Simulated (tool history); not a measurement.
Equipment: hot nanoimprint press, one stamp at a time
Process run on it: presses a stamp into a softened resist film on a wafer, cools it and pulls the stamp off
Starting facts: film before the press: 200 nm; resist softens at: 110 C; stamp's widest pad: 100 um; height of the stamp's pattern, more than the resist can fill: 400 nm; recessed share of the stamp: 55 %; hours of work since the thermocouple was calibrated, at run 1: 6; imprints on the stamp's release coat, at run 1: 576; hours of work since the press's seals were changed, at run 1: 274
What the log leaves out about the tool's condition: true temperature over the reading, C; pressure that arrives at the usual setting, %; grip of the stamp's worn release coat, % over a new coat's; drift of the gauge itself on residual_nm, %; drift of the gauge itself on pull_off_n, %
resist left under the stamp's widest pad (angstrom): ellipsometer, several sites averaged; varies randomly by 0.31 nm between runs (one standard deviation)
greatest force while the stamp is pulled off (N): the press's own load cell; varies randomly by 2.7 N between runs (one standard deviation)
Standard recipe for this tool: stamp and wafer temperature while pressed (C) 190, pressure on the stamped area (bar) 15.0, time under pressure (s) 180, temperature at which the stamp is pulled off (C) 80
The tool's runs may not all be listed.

run,hour,stamp and wafer temperature while pressed (C),pressure on the stamped area (bar),time under pressure (s),temperature at which the stamp is pulled off (C),hours of work since the thermocouple was calibrated,imprints on the stamp's release coat,hours of work since the press's seals were changed,resist left under the stamp's widest pad (angstrom),greatest force while the stamp is pulled off (N)
1,0.0,190,15.0,180,80,6,576,274,1144,126
2,24.8,190,15.0,180,80,23,638,291,1144,128
3,55.6,190,15.0,180,80,45,715,313,1142,131
4,83.4,198,15.0,180,80,64,784,332,824,128
5,107.0,190,15.0,180,80,81,843,349,1144,128
6,122.1,190,15.0,180,80,91,881,359,1144,125
7,153.5,190,15.0,180,80,113,959,381,1138,130
8,184.0,190,15.0,180,80,135,1035,403,1140,125
9,207.6,190,15.0,180,80,151,1094,419,1142,129
10,236.4,190,15.0,180,80,171,1166,439,1143,128
11,252.5,190,15.0,180,80,183,1206,451,1141,128
12,279.9,190,15.0,111,80,202,1275,470,1316,128
13,307.6,190,15.0,111,80,221,1344,489,1307,129
# hour 323.5: stamp cleaned and given a new release coat
14,327.8,190,15.0,220,80,231,10,499,1074,128
15,354.3,190,15.0,220,80,250,76,518,1070,123
16,369.8,196,23.0,180,80,261,115,529,718,125
# hour 380.2: plate thermocouple calibrated
17,402.7,196,23.0,180,80,16,190,550,721,125
18,430.9,190,15.0,180,75,35,260,569,1138,139
19,454.3,190,15.0,180,75,52,318,586,1142,138
20,468.6,190,15.0,180,80,62,354,596,1142,129
21,500.3,182,15.0,176,75,84,433,618,1511,139
22,525.4,182,15.0,176,75,102,496,635,1505,143
23,541.7,182,15.0,176,75,113,536,647,1508,139
24,567.6,182,15.0,176,75,131,601,665,1509,140
25,597.1,191,13.8,176,75,152,675,686,1146,138
26,612.1,186,13.6,234,84,162,712,696,1273,119
27,637.6,186,17.6,147,72,180,776,714,1321,151
28,667.6,200,15.0,180,80,201,851,735,757,132
29,695.2,194,10.0,130,73,220,920,754,1282,149

Each row is a separate what-if for the run after 29, all from the same tool condition, not one after another. Results?
A,724.3,198,10.0,108,73,241,992,775,?,?
B,724.3,199,15.0,103,80,241,992,775,?,?
C,724.3,186,10.0,227,73,241,992,775,?,?

run,resist left under the stamp's widest pad (angstrom),greatest force while the stamp is pulled off (N)
A,1185,146
B,968,130
C,1430,149
What these runs would have given with no unlogged condition in the tool:
run,resist left under the stamp's widest pad (angstrom),greatest force while the stamp is pulled off (N)
A,1183,145
B,966,128
C,1428,148
